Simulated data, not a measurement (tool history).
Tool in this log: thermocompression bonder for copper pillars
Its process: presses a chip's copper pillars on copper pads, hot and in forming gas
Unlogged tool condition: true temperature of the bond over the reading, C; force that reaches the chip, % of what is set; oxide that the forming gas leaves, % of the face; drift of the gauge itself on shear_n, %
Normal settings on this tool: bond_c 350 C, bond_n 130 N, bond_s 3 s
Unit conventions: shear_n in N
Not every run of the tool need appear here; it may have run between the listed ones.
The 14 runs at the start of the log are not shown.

run,hour,bond_c,bond_n,bond_s,hours of work since the heater was calibrated,hours of work since the force cell was calibrated,hours of work since the gas filter was changed,shear_n
15,380.1,350,79,3,249,25,155,45.8
16,413.6,350,79,3,270,46,176,44.8
# hour 430.6: forming gas filter changed
17,436.8,350,130,6,284,60,4,96.0
18,467.4,350,130,6,303,79,23,93.6
19,497.6,347,141,4,322,98,42,90.4
20,531.4,347,141,4,343,119,63,89.8
21,553.1,347,141,4,356,133,77,88.0
22,584.4,361,119,4,376,152,96,85.2
23,602.7,361,119,4,387,164,108,87.3
24,620.2,345,130,4,398,175,119,82.2
25,648.9,345,130,4,416,193,136,80.8
26,663.8,345,130,2,426,202,146,64.3
27,688.7,345,130,2,441,218,161,64.5
28,708.9,370,89,2,454,230,174,55.7
# hour 726.9: forming gas filter changed
29,729.2,370,121,2,466,243,1,77.4
30,752.1,347,130,8,481,257,16,98.9
31,771.9,347,130,8,493,269,28,100.5
32,790.6,349,163,8,505,281,40,118.6
33,806.3,349,163,8,514,291,50,116.3
34,827.1,337,115,2,527,304,63,51.9
35,861.3,334,135,5,549,325,84,81.4

Consider 3 possible next runs. They are alternatives, not a sequence: every one starts from the tool as it was left by run 35. What does each give?
A,885.8,366,81,5,564,341,99,?
B,885.8,334,178,2,564,341,99,?
C,885.8,353,105,3,564,341,99,?

run,shear_n
A,67.1
B,80.0
C,64.4
Stripped of hidden state, with their random variation kept, the same runs would have yielded:
run,shear_n
A,67.4
B,80.3
C,64.7

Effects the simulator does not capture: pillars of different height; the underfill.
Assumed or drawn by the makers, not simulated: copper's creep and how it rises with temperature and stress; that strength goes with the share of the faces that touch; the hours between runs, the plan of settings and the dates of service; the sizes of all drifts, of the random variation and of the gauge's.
